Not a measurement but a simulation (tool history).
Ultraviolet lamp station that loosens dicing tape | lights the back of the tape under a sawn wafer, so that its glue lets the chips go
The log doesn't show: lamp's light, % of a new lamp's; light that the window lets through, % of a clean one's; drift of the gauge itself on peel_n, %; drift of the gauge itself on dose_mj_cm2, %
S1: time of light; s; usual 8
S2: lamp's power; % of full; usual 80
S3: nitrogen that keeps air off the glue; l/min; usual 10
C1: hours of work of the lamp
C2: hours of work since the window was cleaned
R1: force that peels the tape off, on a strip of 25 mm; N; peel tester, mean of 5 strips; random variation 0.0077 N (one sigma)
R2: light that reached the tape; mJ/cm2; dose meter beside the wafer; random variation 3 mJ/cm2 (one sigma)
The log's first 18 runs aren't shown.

run    hour  S1  S2  S3   C1   C2     R1   R2
 19   906.2   8  80  12  883  255  0.617  280
 20   949.6   8  80  12  910  282  0.670  276
     1000.8  -- window cleaned of glue's vapour
 21  1030.1   8  80  12  960   18  0.521  312
 22  1078.8   8  80  12  991   49  0.560  305
     1110.3  -- lamp changed
 23  1115.2   8  84  10    3   71  0.286  443
 24  1184.8  11  75  10   47  114  0.205  527
 25  1242.9  11  75  10   83  151  0.218  506
 26  1286.9  11  75  10  111  178  0.240  494
 27  1358.5   6  80   6  155  223  0.980  275
 28  1418.7   4  82  10  193  261  1.260  182
 29  1461.3   7  80  10  220  287  0.624  302
     1505.3  -- window cleaned of glue's vapour
 30  1516.9   8  92   4  254    7  0.564  474
 31  1581.1   8  92   4  294   47  0.581  452
 32  1646.3   6  66   4  335   88  1.444  234
 33  1726.9   6  80   6  385  139  1.004  271
 34  1800.1  10  71  10  431  184  0.399  386
 35  1877.3   6  65  12  480  233  0.996  205
 36  1950.3   9  62   7  525  278  0.906  271
     2003.9  -- window cleaned of glue's vapour
 37  2030.0   9  62   7  575   16  0.739  311
 38  2084.0   8  71  10  609   50  0.600  309
 39  2157.0   8  86  10  654   96  0.473  355
 40  2209.5  15  86  13  687  129  0.105  642
 41  2256.6   5  63   4  717  158  1.939  152
 42  2322.0   6  63  16  758  199  1.098  175
 43  2366.3   6  83   5  785  227  1.307  227

3 ways to go on from here, each from the tool as it stands after run 43. What would each give?
  A  2442.3   5  76  17  833  274   ?   ?
  B  2442.3   9  75   7  833  274   ?   ?
  C  2442.3  11  73   3  833  274   ?   ?

run     R1   R2
  A  1.143  165
  B  0.807  290
  C  1.051  351
Without the tool's hidden state the same runs would have given:
run     R1   R2
  A  0.571  265
  B  0.340  471
  C  0.500  566

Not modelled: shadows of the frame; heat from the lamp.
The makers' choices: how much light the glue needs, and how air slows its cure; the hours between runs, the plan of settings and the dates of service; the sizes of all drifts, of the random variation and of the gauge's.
